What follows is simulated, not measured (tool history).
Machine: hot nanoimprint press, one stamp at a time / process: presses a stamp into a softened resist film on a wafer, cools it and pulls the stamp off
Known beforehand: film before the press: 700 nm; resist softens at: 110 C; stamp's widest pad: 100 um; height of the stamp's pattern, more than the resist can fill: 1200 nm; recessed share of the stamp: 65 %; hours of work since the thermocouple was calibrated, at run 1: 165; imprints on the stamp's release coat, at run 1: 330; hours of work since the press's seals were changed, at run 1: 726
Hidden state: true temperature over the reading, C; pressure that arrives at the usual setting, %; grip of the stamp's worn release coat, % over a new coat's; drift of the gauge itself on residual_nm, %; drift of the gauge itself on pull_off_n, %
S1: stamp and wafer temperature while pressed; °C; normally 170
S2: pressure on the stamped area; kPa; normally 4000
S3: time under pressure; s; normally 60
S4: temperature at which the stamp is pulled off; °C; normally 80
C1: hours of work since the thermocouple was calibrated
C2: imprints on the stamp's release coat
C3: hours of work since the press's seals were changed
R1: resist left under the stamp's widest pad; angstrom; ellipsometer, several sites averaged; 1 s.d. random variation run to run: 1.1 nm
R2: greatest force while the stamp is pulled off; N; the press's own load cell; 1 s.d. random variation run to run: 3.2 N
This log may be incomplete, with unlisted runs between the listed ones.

run 1 hour=0 | S1=170 S2=4000 S3=60 S4=80 | C1=165 C2=330 C3=726 | R1=2832 R2=150
run 2 hour=33.6 | S1=170 S2=4000 S3=60 S4=80 | C1=180 C2=425 C3=740 | R1=2842 R2=149
run 3 hour=64.6 | S1=170 S2=6150 S3=60 S4=80 | C1=194 C2=512 C3=754 | R1=2301 R2=152
run 4 hour=96.6 | S1=170 S2=2600 S3=60 S4=80 | C1=208 C2=603 C3=768 | R1=3443 R2=147
run 5 hour=141.7 | S1=170 S2=4000 S3=60 S4=72 | C1=227 C2=730 C3=788 | R1=2825 R2=173
run 6 hour=181.4 | S1=170 S2=4000 S3=60 S4=72 | C1=245 C2=843 C3=805 | R1=2832 R2=170
run 7 hour=215.4 | S1=170 S2=4000 S3=36 S4=72 | C1=260 C2=939 C3=820 | R1=3416 R2=183
run 8 hour=259.2 | S1=170 S2=4000 S3=36 S4=72 | C1=279 C2=1063 C3=839 | R1=3435 R2=176
run 9 hour=300.1 | S1=170 S2=4000 S3=36 S4=72 | C1=297 C2=1178 C3=857 | R1=3441 R2=174
run 10 hour=331.8 | S1=170 S2=4000 S3=36 S4=72 | C1=311 C2=1268 C3=871 | R1=3438 R2=171
run 11 hour=356.8 | S1=170 S2=4000 S3=60 S4=67 | C1=322 C2=1338 C3=882 | R1=2831 R2=195
run 12 hour=398.3 | S1=170 S2=4000 S3=40 S4=80 | C1=340 C2=1456 C3=900 | R1=3320 R2=153
run 13 hour=433.4 | S1=170 S2=4000 S3=42 S4=80 | C1=355 C2=1555 C3=915 | R1=3246 R2=153
-- hour=442.4 stamp cleaned and given a new release coat
run 14 hour=476.1 | S1=170 S2=4000 S3=60 S4=80 | C1=371 C2=95 C3=932 | R1=2847 R2=147
run 15 hour=505.5 | S1=170 S2=4000 S3=60 S4=80 | C1=384 C2=178 C3=944 | R1=2830 R2=152
-- hour=533 plate thermocouple calibrated
run 16 hour=544.9 | S1=171 S2=6230 S3=60 S4=87 | C1=5 C2=281 C3=960 | R1=2167 R2=129
run 17 hour=590.5 | S1=171 S2=6230 S3=60 S4=87 | C1=25 C2=410 C3=980 | R1=2162 R2=120
run 18 hour=614.5 | S1=171 S2=6230 S3=77 S4=71 | C1=36 C2=478 C3=991 | R1=1931 R2=173
run 19 hour=658.5 | S1=170 S2=4000 S3=60 S4=75 | C1=55 C2=602 C3=1010 | R1=2835 R2=166
run 20 hour=687.3 | S1=161 S2=4190 S3=60 S4=75 | C1=68 C2=683 C3=1023 | R1=4386 R2=171
run 21 hour=730.5 | S1=161 S2=3590 S3=31 S4=73 | C1=87 C2=805 C3=1042 | R1=5373 R2=176
run 22 hour=752.2 | S1=166 S2=3350 S3=31 S4=85 | C1=96 C2=867 C3=1051 | R1=4619 R2=129
-- hour=798.7 press's hydraulic seals changed and the load cell set to zero
run 23 hour=804.7 | S1=159 S2=3350 S3=31 S4=77 | C1=116 C2=993 C3=3 | R1=5805 R2=162
run 24 hour=824.5 | S1=159 S2=3350 S3=31 S4=77 | C1=124 C2=1048 C3=11 | R1=5774 R2=164
run 25 hour=864.2 | S1=173 S2=2820 S3=60 S4=80 | C1=142 C2=1161 C3=29 | R1=2831 R2=148
run 26 hour=895.7 | S1=169 S2=3080 S3=60 S4=80 | C1=155 C2=1250 C3=43 | R1=3359 R2=152
run 27 hour=918.5 | S1=169 S2=3080 S3=60 S4=80 | C1=165 C2=1314 C3=53 | R1=3359 R2=149
run 28 hour=938.7 | S1=160 S2=4240 S3=92 S4=69 | C1=174 C2=1371 C3=61 | R1=4011 R2=195
run 29 hour=970.7 | S1=160 S2=4240 S3=92 S4=69 | C1=188 C2=1462 C3=75 | R1=3989 R2=188

Branching from run 29: 5 alternative next runs. What would each branch give?
run A hour=999 | S1=160 S2=3240 S3=64 S4=66 | C1=201 C2=1542 C3=88 | R1=? R2=?
run B hour=999 | S1=161 S2=3460 S3=60 S4=80 | C1=201 C2=1542 C3=88 | R1=? R2=?
run C hour=999 | S1=165 S2=4000 S3=58 S4=80 | C1=201 C2=1542 C3=88 | R1=? R2=?
run D hour=999 | S1=175 S2=6370 S3=60 S4=76 | C1=201 C2=1542 C3=88 | R1=? R2=?
run E hour=999 | S1=170 S2=5760 S3=50 S4=80 | C1=201 C2=1542 C3=88 | R1=? R2=?

run=A R1=4870 R2=197
run=B R1=4637 R2=154
run=C R1=3731 R2=150
run=D R1=1712 R2=165
run=E R1=2573 R2=152
The same runs, with their run-to-run variation unchanged, on a tool lacking any hidden condition would have given:
run=A R1=4874 R2=194
run=B R1=4641 R2=152
run=C R1=3735 R2=148
run=D R1=1714 R2=163
run=E R1=2576 R2=150
